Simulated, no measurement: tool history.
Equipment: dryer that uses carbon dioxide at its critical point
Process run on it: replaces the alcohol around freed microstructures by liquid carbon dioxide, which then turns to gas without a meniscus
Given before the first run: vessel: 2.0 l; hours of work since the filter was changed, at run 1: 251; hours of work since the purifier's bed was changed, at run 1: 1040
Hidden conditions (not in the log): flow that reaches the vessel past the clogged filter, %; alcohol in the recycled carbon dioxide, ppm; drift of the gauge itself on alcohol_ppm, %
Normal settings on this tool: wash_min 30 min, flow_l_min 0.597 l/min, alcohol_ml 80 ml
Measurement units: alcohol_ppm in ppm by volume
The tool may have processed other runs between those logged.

run     day  wash_min  flow_l_min  alcohol_ml  hours of work since the filter was changed  hours of work since the purifier's bed was changed  alcohol_ppm
  1       0        30       0.597          80                                         251                                                1040          188
  2   2.942        24       0.597          80                                         305                                                1093          292
  3     5.3        30       0.372          80                                         348                                                1136          590
      6.788  -- purifier's bed changed
  4    6.95        30       0.597          80                                         376                                                   3           33
  5   8.829        30       0.919          80                                         410                                                  37           14
  6  11.358        30       0.597          28                                         456                                                  84           34
     13.904  -- inlet filter changed
  7  14.338        30       0.597          28                                           8                                                 137           43
  8  15.588        30       0.597          28                                          31                                                 160           35
  9  17.917        30       0.597          97                                          73                                                 203           65
 10  20.062        30       0.657          80                                         112                                                 242           48
 11  21.279        30       0.657          80                                         135                                                 264           51
 12  22.942        37       0.597          80                                         165                                                 294           56
 13  25.754        37       0.597          80                                         216                                                 346           56
 14  26.942        45       0.597          80                                         238                                                 367           59
 15  29.462        30       0.597          80                                         284                                                 414           85
 16  31.854        30       0.597          80                                         328                                                 457          104
 17  33.725        30       0.597          80                                         362                                                 491          110
 18  35.708        30       0.597          80                                         398                                                 528          123
 19  37.746        30       0.597          80                                         436                                                 565          121
 20  39.996        30       0.597          30                                         477                                                 606          109
     41.371  -- inlet filter changed
 21  41.804        30       0.597          30                                           8                                                 638          112
 22  44.208        27       0.999          30                                          52                                                 682          100
 23  46.379        24       0.635          30                                          92                                                 722          142
 24  49.117        30       0.597          86                                         142                                                 772          145
 25  51.054        30       0.597          86                                         177                                                 807          160
 26  53.121        24        0.54          96                                         215                                                 845          369
 27  54.629        26       1.005          29                                         242                                                 873          141
 28  55.888        36       1.005          96                                         265                                                 896          137
 29  57.292        36       1.005          96                                         291                                                 921          147
 30    59.5        30       0.762          80                                         331                                                 962          161
 31  62.108        35       0.809          80                                         379                                                1009          154
 32  63.358        35       0.809          80                                         402                                                1032          164
 33  65.188        29       0.809          98                                         435                                                1066          174
 34  66.812        30       0.681          22                                         465                                                1095          173

How the hidden state differs across the entries between the runs, from the last listed run before each to the first after it:
After run 3, before run 4: purifier's bed changed (day 6.788)
  flow that reaches the vessel past the clogged filter, %: 94.4 -> 93.9; alcohol in the recycled carbon dioxide, ppm: 184.2 -> 6.3
  measured less the result without the state, alcohol_ppm: +280 -> +13 ppm by volume
After run 6, before run 7: inlet filter changed (day 13.904)
  flow that reaches the vessel past the clogged filter, %: 92.7 -> 99.9; alcohol in the recycled carbon dioxide, ppm: 17.9 -> 25.6
  measured less the result without the state, alcohol_ppm: +18 -> +21 ppm by volume
After run 20, before run 21: inlet filter changed (day 41.371)
  flow that reaches the vessel past the clogged filter, %: 92.6 -> 99.3; alcohol in the recycled carbon dioxide, ppm: 95.6 -> 100.8
  measured less the result without the state, alcohol_ppm: +94 -> +100 ppm by volume
